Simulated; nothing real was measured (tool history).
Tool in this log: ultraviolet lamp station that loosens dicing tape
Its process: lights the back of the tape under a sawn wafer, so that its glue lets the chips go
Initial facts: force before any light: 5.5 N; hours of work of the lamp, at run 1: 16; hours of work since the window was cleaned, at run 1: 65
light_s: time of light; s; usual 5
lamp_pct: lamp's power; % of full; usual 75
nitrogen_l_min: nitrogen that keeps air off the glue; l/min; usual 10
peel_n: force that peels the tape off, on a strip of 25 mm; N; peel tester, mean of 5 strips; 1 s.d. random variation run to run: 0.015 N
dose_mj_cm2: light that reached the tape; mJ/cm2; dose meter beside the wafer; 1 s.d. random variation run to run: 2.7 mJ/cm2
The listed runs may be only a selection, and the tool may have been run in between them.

run,hour,light_s,lamp_pct,nitrogen_l_min,hours of work of the lamp,hours of work since the window was cleaned,peel_n,dose_mj_cm2
1,0.0,5,75,10,16,65,0.832,358
2,3.9,5,63,10,17,67,1.040,296
3,8.2,5,63,10,19,69,1.047,296
4,12.8,5,63,10,21,71,1.062,299
5,18.3,2,75,10,23,73,2.407,134
6,25.2,2,75,10,26,76,2.487,140
7,32.8,2,89,13,30,79,1.944,162
8,39.2,2,89,13,32,82,1.941,167
9,43.7,2,89,13,34,84,1.947,165
10,52.9,3,89,13,38,88,1.178,247
11,59.9,4,78,10,41,91,1.075,287
12,67.7,5,90,4,45,94,1.063,418

Predict each of these 5 candidate next runs independently; none follows another, all start after run 12:
A,73.9,8,69,18,47,97,?,?
B,73.9,3,80,4,47,97,?,?
C,73.9,4,82,8,47,97,?,?
D,73.9,4,83,10,47,97,?,?
E,73.9,3,90,4,47,97,?,?

run,peel_n,dose_mj_cm2
A,0.296,508
B,2.227,226
C,1.121,303
D,0.980,305
E,2.033,252
Had the tool no hidden state, the same runs would have come out as:
run,peel_n,dose_mj_cm2
A,0.272,539
B,2.112,239
C,1.027,321
D,0.893,324
E,1.917,267

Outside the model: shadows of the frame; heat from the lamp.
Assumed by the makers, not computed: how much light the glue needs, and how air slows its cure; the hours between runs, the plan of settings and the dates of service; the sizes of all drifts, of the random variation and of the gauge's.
